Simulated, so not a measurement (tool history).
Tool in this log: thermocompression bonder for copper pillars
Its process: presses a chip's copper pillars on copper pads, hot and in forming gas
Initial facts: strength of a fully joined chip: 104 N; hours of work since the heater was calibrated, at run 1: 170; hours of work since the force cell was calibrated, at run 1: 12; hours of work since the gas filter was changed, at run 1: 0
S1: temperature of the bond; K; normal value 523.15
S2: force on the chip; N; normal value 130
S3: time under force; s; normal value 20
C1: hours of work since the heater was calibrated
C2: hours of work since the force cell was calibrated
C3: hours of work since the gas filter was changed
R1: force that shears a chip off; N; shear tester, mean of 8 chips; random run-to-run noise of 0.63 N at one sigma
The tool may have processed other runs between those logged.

run,hour,S1,S2,S3,C1,C2,C3,R1
1,0,523.15,130,20,170,12,0,60
2,13.9,523.15,130,11,178,20,8,48.6
3,31,523.15,130,11,188,30,18,48.6
4,51.5,523.15,130,11,200,42,30,47.8
5,78.9,523.15,130,20,215,57,45,58.6
6,105.5,523.15,130,20,231,73,60,58.2
7,130.4,523.15,130,14,245,87,75,52.1
8,158,523.15,130,20,261,103,91,59.7
9,183.4,523.15,130,20,275,117,105,57.1
10,205,523.15,194,20,288,130,118,74.5
11,233.6,523.15,194,20,304,146,134,73.9
12,247.2,523.15,130,20,312,154,142,57.3
13,263.8,523.15,130,20,321,163,151,58.3
14,286.1,522.15,130,20,334,176,164,55.8
15,304.9,523.15,130,20,345,187,175,56.4
16,330,523.15,130,20,359,201,189,57.1
17,342.5,523.15,163,20,367,209,196,67.2
18,355.4,523.15,163,20,374,216,204,66.3
19,375.4,545.15,152,20,385,227,215,76.5
20,388.7,523.15,81,49,393,235,223,52
21,410.1,523.15,108,45,405,247,235,61.9
22,436.5,523.15,108,45,420,262,250,62.4
# hour 440.5: heater calibrated with a thermocouple chip
# hour 443.3: forming gas filter changed
23,452.4,523.15,108,45,7,270,5,68.7
24,473.7,523.15,172,36,19,282,17,83.4
25,499.7,523.15,103,34,34,297,32,59.4
26,521.8,512.15,176,34,46,310,45,77.8
# hour 533.2: heater calibrated with a thermocouple chip, once more
27,538.7,553.15,130,49,3,318,54,89.1
28,553.9,521.15,128,42,12,327,62,68.3
29,570.5,521.15,128,42,21,337,72,67
30,586.7,524.15,130,10,31,346,81,45.1
31,611.2,523.15,194,20,45,360,95,74.6
32,623.6,537.15,122,22,52,367,102,64.2
33,653,508.15,83,20,69,384,119,29.4
34,675.5,508.15,83,20,82,397,132,30
35,696.3,508.15,83,20,94,409,144,29.4

Below are 4 alternative next runs, each starting from the tool's condition after run 35. Predict each:
A,711,531.15,79,16,102,417,152,?
B,711,499.15,83,20,102,417,152,?
C,711,536.15,83,20,102,417,152,?
D,711,503.15,130,23,102,417,152,?

run,R1
A,35.5
B,25.4
C,43.5
D,45.3
With no hidden state in the tool, these same runs would have given:
run,R1
A,38.2
B,27.4
C,46.7
D,48.6
